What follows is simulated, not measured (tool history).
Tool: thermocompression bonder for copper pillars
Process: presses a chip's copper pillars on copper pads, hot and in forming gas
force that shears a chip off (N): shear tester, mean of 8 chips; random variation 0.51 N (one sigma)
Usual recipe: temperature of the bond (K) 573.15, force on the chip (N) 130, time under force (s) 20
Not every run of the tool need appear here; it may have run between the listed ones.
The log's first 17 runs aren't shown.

run	hour	temperature of the bond (K)	force on the chip (N)	time under force (s)	force that shears a chip off (N)
18	625.0	578.15	130	20	72.1
19	666.4	578.15	130	20	72.0
20	699.7	573.15	130	20	67.7
21	720.5	573.15	89	20	49.1
22	740.9	573.15	89	20	48.4
23	784.2	558.15	90	15	35.9
# hour 815.2: forming gas filter changed
24	819.4	573.15	130	37	87.8
# hour 825.1: force cell calibrated
25	864.4	573.15	130	37	88.2
26	894.5	573.15	130	37	86.3
27	939.7	584.15	102	52	90.5
28	978.4	584.15	102	52	89.5
29	1012.1	573.15	85	20	48.8
30	1049.4	551.15	96	51	59.0
31	1083.0	551.15	96	51	58.8
# hour 1119.2: force cell calibrated, once more
32	1119.6	551.15	96	51	61.4
33	1153.3	551.15	96	51	60.8
34	1183.8	573.15	115	37	80.1
35	1214.6	573.15	140	37	89.9
36	1236.6	555.15	90	37	53.7
37	1263.0	550.15	101	57	64.5
38	1309.5	552.15	165	35	80.5
39	1343.7	552.15	95	11	32.2
# hour 1379.1: forming gas filter changed
40	1384.2	584.15	130	34	100.0

3 ways to go on from here, each from the tool as it stands after run 40. What would each give?
A	1413.0	595.15	83	39	?
B	1413.0	582.15	117	34	?
C	1413.0	601.15	130	34	?

run	force that shears a chip off (N)
A	84.4
B	91.4
C	110.7
Without the tool's unlogged condition, the same runs would have read:
run	force that shears a chip off (N)
A	81.6
B	88.5
C	108.6
